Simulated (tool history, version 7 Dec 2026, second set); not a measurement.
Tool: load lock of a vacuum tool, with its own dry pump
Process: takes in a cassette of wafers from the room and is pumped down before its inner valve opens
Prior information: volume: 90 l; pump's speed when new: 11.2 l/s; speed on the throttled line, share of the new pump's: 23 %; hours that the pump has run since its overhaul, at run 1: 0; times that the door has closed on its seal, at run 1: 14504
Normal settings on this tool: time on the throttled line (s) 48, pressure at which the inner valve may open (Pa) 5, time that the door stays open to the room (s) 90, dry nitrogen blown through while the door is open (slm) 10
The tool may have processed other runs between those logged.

run	day	time on the throttled line (s)	pressure at which the inner valve may open (Pa)	time that the door stays open to the room (s)	dry nitrogen blown through while the door is open (slm)	hours that the pump has run since its overhaul	times that the door has closed on its seal	incoming humidity of the room's air, %	time from the closed door until the inner valve may open (s)	rise of the pressure with all valves shut (Pa/min)
1	0	48	5	90	10	0	14504	45.9	117.1	0.061
2	15.838	48	5	90	12	380	15017	42.9	118.8	0.059
3	33.183	48	5	234	10	796	15580	46.2	117.9	0.1
4	45.925	48	5	234	10	1102	15992	46.4	117.7	0.096
5	59.45	48	5	92	10	1427	16431	47.5	119.6	0.065
6	73.579	48	5	90	10	1766	16889	45.7	118.4	0.07
7	84.7	48	5	90	10	2033	17249	47.9	118.3	0.072
8	93.479	48	5	90	10	2244	17534	45.7	118.6	0.07
9	103.988	48	5	90	10	2496	17874	44.7	119.5	0.069
10	112.4	48	5	90	10	2698	18147	47	119.6	0.068
11	120.617	48	8	90	10	2895	18414	44.3	116.2	0.069
12	130.729	48	8	90	17	3138	18741	44.7	115.3	0.062
13	139.842	48	7	130	6	3356	19037	43.3	114.9	0.083
14	153.95	31	7	130	6	3695	19494	45.5	103.7	0.092
15	168.683	31	7	130	6	4048	19971	46.4	105.2	0.093
16	182.388	50	5	93	10	4377	20416	46.9	122.2	0.076
17	192.812	48	6	90	10	4628	20754	41.2	119.1	0.074
18	210.238	48	6	186	28	5046	21318	45.3	120.2	0.076
19	224.175	45	6	186	6	5380	21770	48	117.3	0.119
20	233.512	48	6	90	16	5604	22073	43.4	119.8	0.068
21	250.071	46	5	75	8	6002	22609	45.1	121.1	0.076
22	260.962	46	5	75	8	6263	22962	48.2	119.8	0.069
23	268.696	46	5	75	8	6449	23213	42.1	122.1	0.069
24	280.4	46	5	75	8	6730	23593	43.8	120.9	0.073

Results for each run, recomputed without the tool's hidden state and with each run's random variation untouched:
The hidden state here: pump's speed, % of a new pump's; leak at the door's seal, Pa l/s; drift of the gauge itself on ready_s, %; drift of the gauge itself on rise_pa_min, %.
run	time from the closed door until the inner valve may open (s)	rise of the pressure with all valves shut (Pa/min)
1	117.5	0.037
2	118.9	0.034
3	117.8	0.075
4	117.3	0.07
5	119.1	0.038
6	117.6	0.041
7	117.4	0.042
8	117.5	0.04
9	118.2	0.038
10	118.2	0.037
11	114.7	0.036
12	113.7	0.03
13	113.2	0.051
14	101.5	0.057
15	102.8	0.058
16	119.4	0.039
17	116.4	0.037
18	117.2	0.038
19	113.8	0.079
20	116.4	0.027
21	117.4	0.035
22	115.9	0.027
23	118	0.026
24	116.7	0.028
